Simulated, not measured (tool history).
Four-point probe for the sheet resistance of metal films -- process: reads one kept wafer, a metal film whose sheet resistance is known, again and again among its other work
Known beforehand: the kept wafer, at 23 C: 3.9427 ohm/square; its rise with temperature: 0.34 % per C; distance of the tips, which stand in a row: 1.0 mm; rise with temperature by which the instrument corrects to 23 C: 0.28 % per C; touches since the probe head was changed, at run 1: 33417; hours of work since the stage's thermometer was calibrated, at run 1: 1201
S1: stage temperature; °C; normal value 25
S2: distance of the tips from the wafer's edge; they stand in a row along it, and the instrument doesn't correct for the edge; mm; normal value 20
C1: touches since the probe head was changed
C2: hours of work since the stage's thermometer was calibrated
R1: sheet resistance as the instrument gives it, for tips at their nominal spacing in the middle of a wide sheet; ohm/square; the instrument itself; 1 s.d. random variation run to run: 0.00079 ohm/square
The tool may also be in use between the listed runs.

run,hour,S1,S2,C1,C2,R1
1,0.0,25,20,33417,1201,3.928878
2,49.8,25,33,34568,1233,3.925095
3,95.9,25,33,35634,1262,3.925751
# hour 129.1: stage's thermometer calibrated
4,173.6,25,33,37418,28,3.922139
5,231.5,33,20,38756,65,3.943038
6,313.1,25,20,40642,117,3.923486
7,369.6,25,20,41947,152,3.921816
8,450.9,25,20,43826,204,3.920814
# hour 521.7: stage's thermometer calibrated, once more
9,530.8,25,34,45661,6,3.922675
10,597.9,25,34,47211,48,3.920835
11,654.2,25,34,48513,84,3.919091
12,714.8,20,25,49912,122,3.908807
13,761.9,20,25,51002,152,3.908313

Some steps in R1, run to run, broken into two amounts with sign: the step expected even without the hidden condition (settings, incoming material, random variation), and the rest, left for the hidden condition together with whatever gauge scatter is not in both the measured and the hidden-condition-free result:
Unlogged tool condition in this case: inner tips' distance over the nominal, %; tips' flats over new ones', %; wafer's true temperature over the reading, C; drift of the gauge itself on sheet_ohm, %.
Run 4 -> 5: S1 25 -> 33, S2 33 -> 20. R1 +0.020899 ohm/square: hidden state -0.000831, all else +0.021730.
Run 8 -> 9: S2 20 -> 34, stage's thermometer calibrated, once more. R1 +0.001861 ohm/square: hidden state +0.004530, all else -0.002669.
